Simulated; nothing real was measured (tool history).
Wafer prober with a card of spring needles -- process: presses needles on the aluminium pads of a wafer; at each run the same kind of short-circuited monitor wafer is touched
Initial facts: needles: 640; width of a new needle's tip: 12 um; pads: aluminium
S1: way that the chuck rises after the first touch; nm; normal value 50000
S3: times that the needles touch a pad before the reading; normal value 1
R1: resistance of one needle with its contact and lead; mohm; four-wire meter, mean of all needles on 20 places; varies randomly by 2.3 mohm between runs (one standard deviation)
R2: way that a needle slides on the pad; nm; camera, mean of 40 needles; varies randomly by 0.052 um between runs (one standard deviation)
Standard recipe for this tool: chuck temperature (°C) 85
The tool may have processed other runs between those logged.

run 1 hour=0 | S1=50000 chuck_temperature_(°C)=85 S3=1 | R1=291 R2=12980
-- hour=11.5 tips cleaned on abrasive film
run 2 hour=22.2 | S1=50000 chuck_temperature_(°C)=85 S3=1 | R1=305 R2=12850
-- hour=31.4 tips cleaned on abrasive film
-- hour=48.7 tips cleaned on abrasive film
run 3 hour=48.7 | S1=50000 chuck_temperature_(°C)=85 S3=1 | R1=256 R2=12870
-- hour=66.3 tips cleaned on abrasive film
run 4 hour=76.9 | S1=50000 chuck_temperature_(°C)=85 S3=1 | R1=300 R2=12960
-- hour=84.2 tips cleaned on abrasive film
-- hour=101.8 tips cleaned on abrasive film
run 5 hour=106.6 | S1=50000 chuck_temperature_(°C)=85 S3=1 | R1=280 R2=12860
-- hour=119.7 tips cleaned on abrasive film
-- hour=138.1 tips cleaned on abrasive film
run 6 hour=138.1 | S1=50000 chuck_temperature_(°C)=85 S3=1 | R1=259 R2=12800
-- hour=156.4 tips cleaned on abrasive film
run 7 hour=166.6 | S1=50000 chuck_temperature_(°C)=85 S3=1 | R1=299 R2=12800
-- hour=176.7 tips cleaned on abrasive film
run 8 hour=187.6 | S1=50000 chuck_temperature_(°C)=85 S3=1 | R1=308 R2=12710
-- hour=195.2 tips cleaned on abrasive film
run 9 hour=211.5 | S1=50000 chuck_temperature_(°C)=85 S3=1 | R1=318 R2=12700
-- hour=213.4 tips cleaned on abrasive film
-- hour=231.1 tips cleaned on abrasive film
run 10 hour=241.4 | S1=50000 chuck_temperature_(°C)=85 S3=1 | R1=307 R2=12690
-- hour=248.9 tips cleaned on abrasive film
run 11 hour=262.8 | S1=50000 chuck_temperature_(°C)=35 S3=1 | R1=300 R2=12710
-- hour=266.7 tips cleaned on abrasive film
-- hour=285.4 tips cleaned on abrasive film
run 12 hour=289.5 | S1=50000 chuck_temperature_(°C)=85 S3=1 | R1=284 R2=12660
-- hour=304.4 tips cleaned on abrasive film
run 13 hour=318.2 | S1=50000 chuck_temperature_(°C)=85 S3=1 | R1=312 R2=12640
-- hour=322.7 tips cleaned on abrasive film
-- hour=340.9 tips cleaned on abrasive film
run 14 hour=348.5 | S1=50000 chuck_temperature_(°C)=85 S3=1 | R1=300 R2=12670
-- hour=359.6 tips cleaned on abrasive film
-- hour=379 tips cleaned on abrasive film
run 15 hour=380.7 | S1=33000 chuck_temperature_(°C)=85 S3=2 | R1=287 R2=8090
-- hour=385.3 height of the first contact set anew
-- hour=398.9 tips cleaned on abrasive film
run 16 hour=408.1 | S1=67000 chuck_temperature_(°C)=124 S3=1 | R1=287 R2=17870
-- hour=419.1 tips cleaned on abrasive film
-- hour=436.4 tips cleaned on abrasive film
run 17 hour=441.2 | S1=67000 chuck_temperature_(°C)=38 S3=1 | R1=260 R2=17650
-- hour=454.6 tips cleaned on abrasive film
run 18 hour=465.5 | S1=39000 chuck_temperature_(°C)=74 S3=1 | R1=325 R2=10290
-- hour=474.1 tips cleaned on abrasive film
run 19 hour=489.6 | S1=50000 chuck_temperature_(°C)=51 S3=1 | R1=305 R2=13170
-- hour=492 tips cleaned on abrasive film
run 20 hour=504.4 | S1=50000 chuck_temperature_(°C)=93 S3=1 | R1=304 R2=13120
-- hour=509.8 tips cleaned on abrasive film
run 21 hour=524 | S1=50000 chuck_temperature_(°C)=108 S3=1 | R1=317 R2=13160
-- hour=527.1 tips cleaned on abrasive film
run 22 hour=537.7 | S1=31000 chuck_temperature_(°C)=85 S3=2 | R1=324 R2=8060
-- hour=547 tips cleaned on abrasive film
run 23 hour=556.4 | S1=57000 chuck_temperature_(°C)=85 S3=3 | R1=269 R2=15060
-- hour=564.9 tips cleaned on abrasive film
-- hour=582.5 tips cleaned on abrasive film
run 24 hour=582.5 | S1=57000 chuck_temperature_(°C)=85 S3=3 | R1=254 R2=14920

4 ways to go on from here, each from the tool as it stands after run 24. What would each give?
-- hour=601.6 tips cleaned on abrasive film
run A hour=606 | S1=50000 chuck_temperature_(°C)=98 S3=1 | R1=? R2=?
-- hour=601.6 tips cleaned on abrasive film
run B hour=606 | S1=60000 chuck_temperature_(°C)=42 S3=2 | R1=? R2=?
-- hour=601.6 tips cleaned on abrasive film
run C hour=606 | S1=48000 chuck_temperature_(°C)=86 S3=3 | R1=? R2=?
-- hour=601.6 tips cleaned on abrasive film
run D hour=606 | S1=57000 chuck_temperature_(°C)=85 S3=2 | R1=? R2=?

run=A R1=285 R2=12960
run=B R1=256 R2=15610
run=C R1=265 R2=12500
run=D R1=264 R2=14910
What these runs would have given with no unlogged condition in the tool:
run=A R1=259 R2=13170
run=B R1=243 R2=15820
run=C R1=254 R2=12700
run=D R1=250 R2=15120

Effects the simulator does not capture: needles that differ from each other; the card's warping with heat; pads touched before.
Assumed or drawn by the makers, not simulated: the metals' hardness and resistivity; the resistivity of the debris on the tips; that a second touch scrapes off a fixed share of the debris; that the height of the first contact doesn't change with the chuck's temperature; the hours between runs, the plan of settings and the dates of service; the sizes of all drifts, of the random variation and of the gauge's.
